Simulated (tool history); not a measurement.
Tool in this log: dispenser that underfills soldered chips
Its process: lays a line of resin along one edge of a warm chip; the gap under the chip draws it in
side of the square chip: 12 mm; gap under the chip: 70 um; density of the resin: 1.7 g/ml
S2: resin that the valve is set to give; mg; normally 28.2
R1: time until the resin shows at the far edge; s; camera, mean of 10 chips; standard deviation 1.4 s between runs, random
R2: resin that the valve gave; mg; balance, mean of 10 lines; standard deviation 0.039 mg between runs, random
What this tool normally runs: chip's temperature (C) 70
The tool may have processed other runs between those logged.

Run 1, hour 0: usual settings. Result: R1 154.6 s, R2 28.22 mg.
Run 2, hour 4.9: usual settings. Result: R1 176 s, R2 28.13 mg.
At hour 8.8: new syringe of resin.
Run 3, hour 10.3: usual settings. Result: R1 137.3 s, R2 28.11 mg.
Run 4, hour 12.9: usual settings but chip's temperature (C) 59. Result: R1 228.4 s, R2 28.16 mg.
Run 5, hour 17.7: usual settings but S2 27.6 mg. Result: R1 166.2 s, R2 27.5 mg.
Run 6, hour 20.6: usual settings. Result: R1 178.5 s, R2 28.15 mg.
At hour 23: new syringe of resin.
Run 7, hour 24.6: usual settings. Result: R1 138.1 s, R2 27.96 mg.
Run 8, hour 27.1: usual settings. Result: R1 142.8 s, R2 28.01 mg.
Run 9, hour 31.7: usual settings. Result: R1 161.9 s, R2 28.02 mg.
Run 10, hour 35.6: usual settings. Result: R1 178.2 s, R2 27.98 mg.
At hour 37.4: new syringe of resin.
Run 11, hour 40.7: usual settings but S2 36.4 mg. Result: R1 139.3 s, R2 35.87 mg.
Run 12, hour 44.4: usual settings but S2 36.4 mg. Result: R1 154 s, R2 35.88 mg.
Run 13, hour 47: usual settings but S2 27.8 mg. Result: R1 167.3 s, R2 27.43 mg.
Run 14, hour 49.6: usual settings but chip's temperature (C) 57, S2 31.2 mg. Result: R1 304 s, R2 30.81 mg.
At hour 51.7: new syringe of resin.
Run 15, hour 53.1: usual settings but chip's temperature (C) 57, S2 26.7 mg. Result: R1 232.7 s, R2 26.28 mg.
Run 16, hour 57.9: usual settings but chip's temperature (C) 74, S2 35.3 mg. Result: R1 129.4 s, R2 34.68 mg.
Run 17, hour 60.4: usual settings but chip's temperature (C) 60, S2 26.3 mg. Result: R1 245 s, R2 25.86 mg.
Run 18, hour 63.1: usual settings but chip's temperature (C) 60, S2 26.3 mg. Result: R1 264 s, R2 25.84 mg.
At hour 66: new syringe of resin.
Run 19, hour 67.5: usual settings but chip's temperature (C) 72, S2 35.1 mg. Result: R1 129.2 s, R2 34.46 mg.
At hour 69.1: dispensing valve cleaned and set on the balance.
Run 20, hour 71.3: usual settings but chip's temperature (C) 72, S2 24.6 mg. Result: R1 136.4 s, R2 24.46 mg.
Run 21, hour 75.1: usual settings but chip's temperature (C) 81, S2 30.5 mg. Result: R1 108 s, R2 30.4 mg.

Selected run-to-run steps in R1, each split into two signed amounts: the part the tool would show with no hidden state at all (from settings, incoming material and random variation), and the remainder, which goes to the hidden state together with any gauge scatter not common to the measured and the hidden-state-free results:
What the log doesn't record here: resin's viscosity, % of fresh resin's; dose that the valve gives, % of what is set; true chip temperature over the reading, C; drift of the gauge itself on fill_s, %; drift of the gauge itself on given_mg, %.
Run 13 -> 14: chip's temperature (C) 70 -> 57, S2 27.8 -> 31.2. R1 +136.7 s: hidden state +43.9, all else +92.8.
Run 14 -> 15: S2 31.2 -> 26.7, new syringe of resin. R1 -71.3 s: hidden state -69.3, all else -2.
Run 18 -> 19: chip's temperature (C) 60 -> 72, S2 26.3 -> 35.1, new syringe of resin. R1 -134.8 s: hidden state -61.1, all else -73.7.

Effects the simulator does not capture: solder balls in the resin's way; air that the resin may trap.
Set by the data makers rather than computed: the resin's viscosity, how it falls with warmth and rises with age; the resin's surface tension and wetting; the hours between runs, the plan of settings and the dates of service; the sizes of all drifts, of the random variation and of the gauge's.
